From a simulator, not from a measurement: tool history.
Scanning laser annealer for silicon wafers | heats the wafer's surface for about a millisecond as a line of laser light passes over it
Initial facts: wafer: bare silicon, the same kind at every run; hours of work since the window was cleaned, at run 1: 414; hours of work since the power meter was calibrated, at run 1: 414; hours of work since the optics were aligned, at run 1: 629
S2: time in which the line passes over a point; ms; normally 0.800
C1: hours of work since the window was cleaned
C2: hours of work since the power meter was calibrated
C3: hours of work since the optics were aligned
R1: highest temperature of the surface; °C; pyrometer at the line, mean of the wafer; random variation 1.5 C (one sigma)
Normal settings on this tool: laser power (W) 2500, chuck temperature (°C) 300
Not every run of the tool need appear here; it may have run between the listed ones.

run 1 day=0.000 | laser_power_(W)=2500 S2=0.800 chuck_temperature_(°C)=300 | C1=414 C2=414 C3=629 | R1=1119
run 2 day=1.846 | laser_power_(W)=2500 S2=0.800 chuck_temperature_(°C)=300 | C1=443 C2=443 C3=657 | R1=1119
run 3 day=4.121 | laser_power_(W)=2500 S2=0.734 chuck_temperature_(°C)=300 | C1=477 C2=477 C3=692 | R1=1089
run 4 day=5.950 | laser_power_(W)=2500 S2=0.734 chuck_temperature_(°C)=300 | C1=506 C2=506 C3=720 | R1=1087
run 5 day=7.662 | laser_power_(W)=2342 S2=0.800 chuck_temperature_(°C)=300 | C1=532 C2=532 C3=746 | R1=1060
run 6 day=10.200 | laser_power_(W)=2342 S2=0.800 chuck_temperature_(°C)=300 | C1=571 C2=571 C3=785 | R1=1060
run 7 day=11.583 | laser_power_(W)=2500 S2=0.979 chuck_temperature_(°C)=300 | C1=592 C2=592 C3=806 | R1=1201
run 8 day=12.858 | laser_power_(W)=2500 S2=0.979 chuck_temperature_(°C)=300 | C1=611 C2=611 C3=826 | R1=1203
run 9 day=14.946 | laser_power_(W)=2500 S2=0.979 chuck_temperature_(°C)=332 | C1=643 C2=643 C3=858 | R1=1231
run 10 day=16.558 | laser_power_(W)=2500 S2=0.800 chuck_temperature_(°C)=300 | C1=668 C2=668 C3=883 | R1=1121
run 11 day=19.083 | laser_power_(W)=2500 S2=0.800 chuck_temperature_(°C)=334 | C1=707 C2=707 C3=921 | R1=1152
run 12 day=20.271 | laser_power_(W)=2500 S2=0.800 chuck_temperature_(°C)=334 | C1=725 C2=725 C3=939 | R1=1156
run 13 day=22.892 | laser_power_(W)=2500 S2=0.800 chuck_temperature_(°C)=334 | C1=765 C2=765 C3=980 | R1=1153
run 14 day=24.600 | laser_power_(W)=2500 S2=0.800 chuck_temperature_(°C)=300 | C1=791 C2=791 C3=1006 | R1=1118
-- day=25.400 window over the wafer cleaned
run 15 day=26.208 | laser_power_(W)=2500 S2=0.800 chuck_temperature_(°C)=300 | C1=12 C2=815 C3=1029 | R1=1122
run 16 day=27.433 | laser_power_(W)=2500 S2=0.764 chuck_temperature_(°C)=300 | C1=31 C2=834 C3=1048 | R1=1101
run 17 day=28.946 | laser_power_(W)=2500 S2=0.764 chuck_temperature_(°C)=300 | C1=54 C2=857 C3=1071 | R1=1102
run 18 day=30.012 | laser_power_(W)=2500 S2=0.764 chuck_temperature_(°C)=300 | C1=71 C2=873 C3=1087 | R1=1101
run 19 day=31.717 | laser_power_(W)=2500 S2=0.764 chuck_temperature_(°C)=300 | C1=97 C2=899 C3=1114 | R1=1105
run 20 day=33.021 | laser_power_(W)=2500 S2=0.764 chuck_temperature_(°C)=300 | C1=117 C2=919 C3=1134 | R1=1102
run 21 day=35.521 | laser_power_(W)=2500 S2=0.764 chuck_temperature_(°C)=300 | C1=155 C2=958 C3=1172 | R1=1103
run 22 day=37.367 | laser_power_(W)=2385 S2=0.804 chuck_temperature_(°C)=298 | C1=183 C2=986 C3=1200 | R1=1075
run 23 day=39.746 | laser_power_(W)=2665 S2=0.806 chuck_temperature_(°C)=338 | C1=220 C2=1022 C3=1237 | R1=1226
run 24 day=41.433 | laser_power_(W)=2665 S2=0.806 chuck_temperature_(°C)=338 | C1=246 C2=1048 C3=1263 | R1=1226
run 25 day=42.904 | laser_power_(W)=2665 S2=0.806 chuck_temperature_(°C)=283 | C1=268 C2=1071 C3=1285 | R1=1172
run 26 day=45.321 | laser_power_(W)=2665 S2=0.673 chuck_temperature_(°C)=306 | C1=305 C2=1108 C3=1322 | R1=1122
run 27 day=46.925 | laser_power_(W)=2665 S2=0.673 chuck_temperature_(°C)=306 | C1=330 C2=1132 C3=1347 | R1=1120
run 28 day=49.525 | laser_power_(W)=2500 S2=0.800 chuck_temperature_(°C)=321 | C1=370 C2=1172 C3=1387 | R1=1141
run 29 day=51.479 | laser_power_(W)=2500 S2=0.800 chuck_temperature_(°C)=321 | C1=400 C2=1202 C3=1417 | R1=1141
run 30 day=53.742 | laser_power_(W)=2384 S2=0.854 chuck_temperature_(°C)=321 | C1=435 C2=1237 C3=1451 | R1=1120
run 31 day=55.750 | laser_power_(W)=2525 S2=0.637 chuck_temperature_(°C)=321 | C1=465 C2=1268 C3=1482 | R1=1064
run 32 day=57.579 | laser_power_(W)=2592 S2=0.824 chuck_temperature_(°C)=327 | C1=493 C2=1296 C3=1510 | R1=1193
run 33 day=59.633 | laser_power_(W)=2240 S2=0.584 chuck_temperature_(°C)=295 | C1=525 C2=1327 C3=1542 | R1=918
-- day=60.271 optics aligned, line set to its width
run 34 day=62.046 | laser_power_(W)=2692 S2=0.800 chuck_temperature_(°C)=301 | C1=559 C2=1361 C3=27 | R1=1200
run 35 day=63.312 | laser_power_(W)=2619 S2=0.841 chuck_temperature_(°C)=297 | C1=578 C2=1381 C3=47 | R1=1184

Estimate the outcome of run 36 from the log above:
run 36 day=65.350 | laser_power_(W)=2619 S2=0.570 chuck_temperature_(°C)=276 | C1=609 C2=1412 C3=78 | R1=?

{"run 36": {"R1": 1016}}
Were there no unlogged condition in the tool, this run, its random variation unchanged, would have produced R1 1017 °C.
